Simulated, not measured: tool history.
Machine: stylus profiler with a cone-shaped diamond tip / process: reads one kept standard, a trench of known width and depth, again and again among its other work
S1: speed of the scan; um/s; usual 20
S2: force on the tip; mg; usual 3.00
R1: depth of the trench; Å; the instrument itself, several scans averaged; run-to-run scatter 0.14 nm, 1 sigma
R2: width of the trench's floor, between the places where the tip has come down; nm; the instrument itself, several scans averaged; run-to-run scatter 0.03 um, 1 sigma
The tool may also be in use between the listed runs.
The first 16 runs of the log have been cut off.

run,hour,S1,S2,R1,R2
17,917.8,22,3.00,5076.8,14240
# hour 932.5: height scale calibrated on a step standard, once more
18,996.6,22,3.00,5092.3,14240
19,1048.3,22,3.00,5092.7,14220
20,1083.9,70,4.20,5117.1,14140
21,1138.6,64,2.74,5084.9,14050
22,1187.2,64,2.74,5084.6,13990
23,1246.4,64,1.44,5055.2,13890
24,1303.9,35,1.27,5051.0,13920
25,1363.3,20,2.07,5070.0,14000
26,1441.6,19,3.12,5091.9,13850
27,1498.6,27,4.00,5108.8,13880
28,1549.9,20,1.22,5050.0,13850
29,1603.5,20,1.22,5048.0,13780
30,1670.0,20,1.22,5049.5,13700
# hour 1701.3: new tip fitted, height scale calibrated
31,1736.3,20,8.70,5186.9,15700
32,1806.6,17,1.72,5062.6,15590

Forecast each of these 5 alternatives for the next run:
A,1869.6,6,4.74,?,?
B,1869.6,9,1.72,?,?
C,1869.6,17,1.66,?,?
D,1869.6,8,3.13,?,?
E,1869.6,13,1.72,?,?

run,R1,R2
A,5121.7,15510
B,5059.6,15540
C,5060.4,15470
D,5091.7,15560
E,5062.7,15590
With no hidden state in the tool, these same runs would have given:
run,R1,R2
A,5122.3,15580
B,5060.2,15610
C,5061.0,15540
D,5092.3,15630
E,5063.2,15660
